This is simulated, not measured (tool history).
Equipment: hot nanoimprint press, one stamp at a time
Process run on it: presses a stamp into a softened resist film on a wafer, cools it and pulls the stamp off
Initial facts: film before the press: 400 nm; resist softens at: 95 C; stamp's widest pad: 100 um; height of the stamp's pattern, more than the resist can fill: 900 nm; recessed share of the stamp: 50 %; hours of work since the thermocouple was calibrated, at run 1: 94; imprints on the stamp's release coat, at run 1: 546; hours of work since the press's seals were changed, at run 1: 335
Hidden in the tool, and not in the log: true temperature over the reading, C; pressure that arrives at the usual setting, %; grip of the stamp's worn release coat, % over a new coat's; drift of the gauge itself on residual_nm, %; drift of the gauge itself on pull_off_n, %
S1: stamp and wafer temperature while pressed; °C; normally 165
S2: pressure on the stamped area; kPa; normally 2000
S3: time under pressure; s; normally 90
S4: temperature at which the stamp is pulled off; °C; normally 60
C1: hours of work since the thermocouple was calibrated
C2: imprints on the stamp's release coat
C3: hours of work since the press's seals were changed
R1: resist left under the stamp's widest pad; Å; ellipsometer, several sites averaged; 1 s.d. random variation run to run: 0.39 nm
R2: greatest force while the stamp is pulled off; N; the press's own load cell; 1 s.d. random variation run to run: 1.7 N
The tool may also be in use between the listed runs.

Run 1, hour 0: usual settings; C1 94; C2 546; C3 335. Result: R1 1692 Å, R2 118 N.
Run 2, hour 7.7: usual settings but S4 45 °C; C1 99; C2 563; C3 340. Result: R1 1685 Å, R2 144 N.
Run 3, hour 25.2: usual settings but S4 45 °C; C1 111; C2 600; C3 352. Result: R1 1679 Å, R2 145 N.
Run 4, hour 38.6: usual settings but S4 45 °C; C1 120; C2 629; C3 360. Result: R1 1673 Å, R2 144 N.
Run 5, hour 51.4: usual settings but S4 45 °C; C1 128; C2 656; C3 369. Result: R1 1683 Å, R2 145 N.
Run 6, hour 63.4: usual settings but S4 45 °C; C1 136; C2 682; C3 377. Result: R1 1674 Å, R2 143 N.
Run 7, hour 76.1: usual settings but S4 45 °C; C1 145; C2 709; C3 385. Result: R1 1677 Å, R2 146 N.
Run 8, hour 87.8: usual settings but S4 45 °C; C1 152; C2 733; C3 393. Result: R1 1668 Å, R2 147 N.
Run 9, hour 102.8: usual settings but S1 167 °C; C1 162; C2 765; C3 403. Result: R1 1557 Å, R2 120 N.
Run 10, hour 116.8: usual settings but S1 162 °C; C1 172; C2 795; C3 412. Result: R1 1849 Å, R2 119 N.
Run 11, hour 131: usual settings but S1 162 °C; C1 181; C2 825; C3 422. Result: R1 1864 Å, R2 122 N.
Run 12, hour 142.1: usual settings but S1 162 °C; C1 188; C2 849; C3 429. Result: R1 1855 Å, R2 123 N.
Run 13, hour 150.1: usual settings but S1 162 °C; C1 194; C2 866; C3 434. Result: R1 1849 Å, R2 124 N.
Run 14, hour 159.4: usual settings but S1 162 °C; C1 200; C2 886; C3 440. Result: R1 1854 Å, R2 125 N.
Run 15, hour 174.5: usual settings; C1 210; C2 918; C3 450. Result: R1 1662 Å, R2 122 N.
At hour 178.4: plate thermocouple calibrated.
Run 16, hour 194.9: usual settings; C1 11; C2 955; C3 462. Result: R1 1646 Å, R2 121 N.
Run 17, hour 202.7: usual settings; C1 16; C2 972; C3 467. Result: R1 1654 Å, R2 124 N.
Run 18, hour 214.8: usual settings but S1 171 °C, S2 1890 kPa; C1 24; C2 997; C3 475. Result: R1 1378 Å, R2 123 N.
Run 19, hour 229: usual settings but S2 2660 kPa; C1 34; C2 1028; C3 485. Result: R1 1408 Å, R2 127 N.
Run 20, hour 239.9: usual settings but S1 172 °C, S2 3070 kPa, S3 114 s; C1 41; C2 1051; C3 492. Result: R1 920 Å, R2 130 N.
At hour 243.8: plate thermocouple calibrated, once more.
Run 21, hour 254.7: usual settings but S1 172 °C, S2 3070 kPa, S3 114 s, S4 61 °C; C1 7; C2 1076; C3 500. Result: R1 967 Å, R2 127 N.
Run 22, hour 271.7: usual settings but S1 173 °C, S2 1770 kPa, S3 114 s, S4 61 °C; C1 18; C2 1112; C3 511. Result: R1 1271 Å, R2 128 N.
Run 23, hour 283.7: usual settings but S2 1230 kPa, S4 46 °C; C1 26; C2 1138; C3 519. Result: R1 2180 Å, R2 155 N.
Run 24, hour 291.2: usual settings but S1 161 °C, S2 2020 kPa, S3 144 s, S4 46 °C; C1 31; C2 1154; C3 524. Result: R1 1685 Å, R2 158 N.
Run 25, hour 305.9: usual settings but S1 162 °C, S2 2020 kPa, S3 105 s, S4 46 °C; C1 41; C2 1185; C3 533. Result: R1 1798 Å, R2 155 N.
At hour 317.2: stamp cleaned and given a new release coat.
Run 26, hour 321.3: usual settings but S1 160 °C, S2 1680 kPa, S3 105 s, S4 46 °C; C1 47; C2 8; C3 540. Result: R1 2117 Å, R2 126 N.
Run 27, hour 335.6: usual settings but S1 160 °C, S2 2230 kPa, S3 105 s, S4 46 °C; C1 57; C2 39; C3 549. Result: R1 1847 Å, R2 127 N.
Run 28, hour 343.8: usual settings but S1 160 °C, S2 2230 kPa, S3 105 s, S4 46 °C; C1 62; C2 56; C3 555. Result: R1 1838 Å, R2 130 N.
Run 29, hour 357.8: usual settings but S1 164 °C, S2 1700 kPa; C1 72; C2 86; C3 564. Result: R1 1926 Å, R2 107 N.
Run 30, hour 365.4: usual settings but S1 164 °C, S2 1700 kPa; C1 77; C2 102; C3 569. Result: R1 1921 Å, R2 108 N.

How the hidden state differs across the entries between the runs, from the last listed run before each to the first after it:
Run 15 -> run 16: plate thermocouple calibrated (hour 178.4)
  true temperature over the reading, C: 0.95 -> 1.22; pressure that arrives at the usual setting, %: 97.27 -> 97.21; grip of the stamp's worn release coat, % over a new coat's: 18.1 -> 18.9
  measured minus no-state result, R1: -31 -> -47 Å; R2: +17 -> +17 N
Run 20 -> run 21: plate thermocouple calibrated, once more (hour 243.8)
  true temperature over the reading, C: 1.34 -> 0.06; pressure that arrives at the usual setting, %: 97.06 -> 97.01; grip of the stamp's worn release coat, % over a new coat's: 20.8 -> 21.3
  measured minus no-state result, R1: -18 -> +25 Å; R2: +21 -> +22 N
Run 25 -> run 26: stamp cleaned and given a new release coat (hour 317.2)
  true temperature over the reading, C: 0.19 -> 0.22; pressure that arrives at the usual setting, %: 96.84 -> 96.81; grip of the stamp's worn release coat, % over a new coat's: 23.6 -> 0.2
  measured minus no-state result, R1: +18 -> +12 Å; R2: +29 -> +0 N
